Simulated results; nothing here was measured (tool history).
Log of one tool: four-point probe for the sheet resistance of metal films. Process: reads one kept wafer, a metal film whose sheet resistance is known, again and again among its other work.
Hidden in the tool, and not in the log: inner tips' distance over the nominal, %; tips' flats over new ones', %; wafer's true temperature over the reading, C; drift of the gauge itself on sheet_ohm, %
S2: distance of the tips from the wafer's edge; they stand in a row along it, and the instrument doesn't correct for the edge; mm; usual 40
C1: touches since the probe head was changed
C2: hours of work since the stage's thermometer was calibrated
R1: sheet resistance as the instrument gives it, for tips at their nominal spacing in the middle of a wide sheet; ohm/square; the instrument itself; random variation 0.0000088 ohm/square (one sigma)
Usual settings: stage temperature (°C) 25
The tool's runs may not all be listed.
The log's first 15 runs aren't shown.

run 16 hour=1529.9 | stage_temperature_(°C)=25 S2=40 | C1=57947 C2=1954 | R1=0.044397
run 17 hour=1628.8 | stage_temperature_(°C)=25 S2=40 | C1=59306 C2=2015 | R1=0.044395
run 18 hour=1715.3 | stage_temperature_(°C)=25 S2=40 | C1=60496 C2=2068 | R1=0.044408
run 19 hour=1781.4 | stage_temperature_(°C)=27 S2=15 | C1=61404 C2=2109 | R1=0.044415
run 20 hour=1865.3 | stage_temperature_(°C)=27 S2=15 | C1=62557 C2=2160 | R1=0.044394
run 21 hour=1982.5 | stage_temperature_(°C)=27 S2=15 | C1=64168 C2=2233 | R1=0.044402
run 22 hour=2064.4 | stage_temperature_(°C)=35 S2=75 | C1=65293 C2=2283 | R1=0.043915
run 23 hour=2133.4 | stage_temperature_(°C)=28 S2=40 | C1=66242 C2=2326 | R1=0.044259
run 24 hour=2211 | stage_temperature_(°C)=31 S2=63 | C1=67309 C2=2373 | R1=0.044118

Forecast run 25:
run 25 hour=2319.8 | stage_temperature_(°C)=22 S2=5 | C1=68805 C2=2440 | R1=?

Run 25 gave R1 0.045476 ohm/square.
Without the tool's hidden state the same run would have given R1 0.045273 ohm/square.
